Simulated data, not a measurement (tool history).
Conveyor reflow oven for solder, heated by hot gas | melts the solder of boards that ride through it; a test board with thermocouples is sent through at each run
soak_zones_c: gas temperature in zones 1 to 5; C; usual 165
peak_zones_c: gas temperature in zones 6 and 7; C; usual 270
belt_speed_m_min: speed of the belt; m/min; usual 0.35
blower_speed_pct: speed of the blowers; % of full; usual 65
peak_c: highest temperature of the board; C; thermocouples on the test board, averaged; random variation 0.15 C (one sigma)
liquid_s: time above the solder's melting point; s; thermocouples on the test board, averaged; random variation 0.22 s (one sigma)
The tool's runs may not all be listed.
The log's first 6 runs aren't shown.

run    hour  soak_zones_c  peak_zones_c  belt_speed_m_min  blower_speed_pct  peak_c  liquid_s
  7   388.6           165           270              0.35                65     247      65.1
  8   451.6           165           270              0.35                65   246.7      65.1
      502.1  -- flux residue cleaned out of gas plates and filters
  9   519.8           165           270              0.35                65   248.2      66.8
 10   590.4           155           270              0.35                65   245.8        60
 11   662.9           155           270              0.35                65   245.7      60.2
 12   700.6           155           270              0.35                65   245.8      60.1
 13   753.7           155           270              0.35                65   245.6      59.8
 14   823.6           165           270              0.35                65   247.9      66.6
 15   901.9           165           270              0.35                65   247.6      66.5
      910.7  -- belt drive overhauled, speed set with a stopwatch
 16   947.7           165           270             0.392                69   244.1      54.3
      963.5  -- flux residue cleaned out of gas plates and filters
 17  1004.4           178           270             0.363                65   250.4        74
     1049.9  -- belt drive overhauled, speed set with a stopwatch, once more
 18  1091.2           178           270             0.363                65   250.2      71.7
     1105.3  -- thermocouples of zones 6 and 7 changed
 19  1135.2           178           270             0.363                65   248.2      69.7
 20  1202.4           178           270             0.363                65   248.2      69.8
 21  1245.1           178           270             0.363                65   247.9      69.5
 22  1299.6           174           270             0.363                52   243.6      61.5
 23  1342.9           174           262             0.363                52   237.5      52.6
 24  1381.5           174           262             0.363                52   237.8      52.3
     1427.6  -- flux residue cleaned out of gas plates and filters
 25    1453           174           262             0.363                52   238.6      54.4
 26  1514.3           174           262             0.363                52   238.4      54.6
 27    1554           165           276             0.354                65   252.4      69.8
 28  1605.8           158           270             0.351                65   245.8        61
 29  1691.5           158           270             0.351                68   246.6      62.1
 30  1777.5           167           277             0.325                59   255.4      81.9

3 ways to go on from here, each from the tool as it stands after run 30. What would each give?
  A  1841.6           167           277             0.325                51       ?         ?
  B  1841.6           167           274             0.359                59       ?         ?
  C  1841.6           165           275              0.35                65       ?         ?

run  peak_c  liquid_s
  A   253.4      78.9
  B   248.7      65.8
  C   251.6      70.9
Without the tool's hidden state the same runs would have given:
run  peak_c  liquid_s
  A   252.5      77.4
  B     248      64.6
  C   250.9      69.7
